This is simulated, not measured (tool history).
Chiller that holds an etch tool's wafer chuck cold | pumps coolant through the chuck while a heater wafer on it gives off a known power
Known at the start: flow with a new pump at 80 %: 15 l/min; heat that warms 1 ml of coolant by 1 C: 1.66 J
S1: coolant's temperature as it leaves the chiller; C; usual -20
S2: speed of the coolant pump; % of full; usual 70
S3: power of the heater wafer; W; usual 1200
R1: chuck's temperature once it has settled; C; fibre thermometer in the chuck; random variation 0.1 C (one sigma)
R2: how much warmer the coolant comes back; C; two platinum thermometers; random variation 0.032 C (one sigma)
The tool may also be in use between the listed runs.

{"run": 1, "hour": 0.0, "S1": -20, "S2": 70, "S3": 1200, "R1": -9.6, "R2": 3.36}
{"run": 2, "hour": 64.9, "S1": -20, "S2": 70, "S3": 977, "R1": -11.4, "R2": 2.82}
{"run": 3, "hour": 137.9, "S1": -20, "S2": 70, "S3": 977, "R1": -11.7, "R2": 2.81}
{"run": 4, "hour": 240.6, "S1": -20, "S2": 70, "S3": 1200, "R1": -9.6, "R2": 3.41}
{"run": 5, "hour": 332.7, "S1": -20, "S2": 70, "S3": 1200, "R1": -9.4, "R2": 3.44}
{"run": 6, "hour": 434.8, "S1": -13, "S2": 70, "S3": 1200, "R1": -2.3, "R2": 3.47}
{"run": 7, "hour": 500.4, "S1": -20, "S2": 70, "S3": 1200, "R1": -9.4, "R2": 3.48}
{"run": 8, "hour": 553.2, "S1": -20, "S2": 70, "S3": 1200, "R1": -9.3, "R2": 3.44}
{"run": 9, "hour": 656.9, "S1": -20, "S2": 70, "S3": 1200, "R1": -9.3, "R2": 3.45}
{"run": 10, "hour": 706.4, "S1": -20, "S2": 70, "S3": 1702, "R1": -4.9, "R2": 4.93}
{"run": 11, "hour": 802.3, "S1": -20, "S2": 70, "S3": 1200, "R1": -9.4, "R2": 3.44}
{"run": 12, "hour": 905.7, "S1": -20, "S2": 70, "S3": 1200, "R1": -9.3, "R2": 3.46}
{"run": 13, "hour": 963.1, "S1": -20, "S2": 70, "S3": 1200, "R1": -9.3, "R2": 3.45}
{"run": 14, "hour": 1037.5, "S1": -20, "S2": 70, "S3": 1200, "R1": -9.2, "R2": 3.51}
{"run": 15, "hour": 1125.7, "S1": -20, "S2": 70, "S3": 1200, "R1": -9.5, "R2": 3.5}
{"run": 16, "hour": 1168.5, "S1": -20, "S2": 70, "S3": 1200, "R1": -9.3, "R2": 3.47}
{"run": 17, "hour": 1239.6, "S1": -20, "S2": 70, "S3": 1200, "R1": -9.3, "R2": 3.44}
{"run": 18, "hour": 1325.3, "S1": -15, "S2": 83, "S3": 1572, "R1": -2.9, "R2": 3.87}
{"run": 19, "hour": 1378.5, "S1": -18, "S2": 83, "S3": 1006, "R1": -10.4, "R2": 2.45}
{"run": 20, "hour": 1439.5, "S1": -13, "S2": 84, "S3": 1259, "R1": -3.3, "R2": 3.04}
{"run": 21, "hour": 1522.9, "S1": -13, "S2": 84, "S3": 1259, "R1": -3.1, "R2": 3.07}
{"run": 22, "hour": 1582.2, "S1": -19, "S2": 70, "S3": 1200, "R1": -8.2, "R2": 3.48}
{"run": 23, "hour": 1684.9, "S1": -19, "S2": 66, "S3": 664, "R1": -12.6, "R2": 2.08}
{"run": 24, "hour": 1784.0, "S1": -28, "S2": 67, "S3": 1151, "R1": -17.1, "R2": 3.55}
{"run": 25, "hour": 1842.4, "S1": -23, "S2": 70, "S3": 968, "R1": -14.3, "R2": 2.83}
{"run": 26, "hour": 1919.5, "S1": -11, "S2": 70, "S3": 1771, "R1": 5.1, "R2": 5.25}
{"run": 27, "hour": 1979.3, "S1": -20, "S2": 95, "S3": 827, "R1": -14.3, "R2": 1.74}
{"run": 28, "hour": 2052.8, "S1": -25, "S2": 95, "S3": 729, "R1": -19.8, "R2": 1.58}
{"run": 29, "hour": 2145.0, "S1": -23, "S2": 78, "S3": 817, "R1": -16, "R2": 2.09}
{"run": 30, "hour": 2195.2, "S1": -20, "S2": 67, "S3": 1355, "R1": -7.2, "R2": 4.17}
{"run": 31, "hour": 2263.6, "S1": -20, "S2": 67, "S3": 1355, "R1": -7.2, "R2": 4.21}
{"run": 32, "hour": 2361.6, "S1": -14, "S2": 99, "S3": 1678, "R1": -2.7, "R2": 3.46}
{"run": 33, "hour": 2464.6, "S1": -14, "S2": 99, "S3": 1678, "R1": -2.5, "R2": 3.47}

Not shown: 2 entries that the log had between the listed runs. Between which runs, and how does the tool's hidden state differ before and after?
Between runs 9 and 10: chiller's thermometer calibrated (hour 662.2)
  heat passed by the chuck's channels, % of clean ones': 92.6 -> 92.5; flow at a given pump speed, % of a new pump's: 95.8 -> 95.7; coolant's true temperature over the reading, C: 0.14 -> 0.18
  measured less the result without the state, R1: +1.1 -> +1.6 C; R2: +0.15 -> +0.21 C
Between runs 14 and 15: chiller's thermometer calibrated, once more (hour 1070.2)
  heat passed by the chuck's channels, % of clean ones': 92 -> 91.9; flow at a given pump speed, % of a new pump's: 95.2 -> 95.1; coolant's true temperature over the reading, C: 0.2 -> 0.02
  measured less the result without the state, R1: +1.3 -> +1.1 C; R2: +0.16 -> +0.17 C
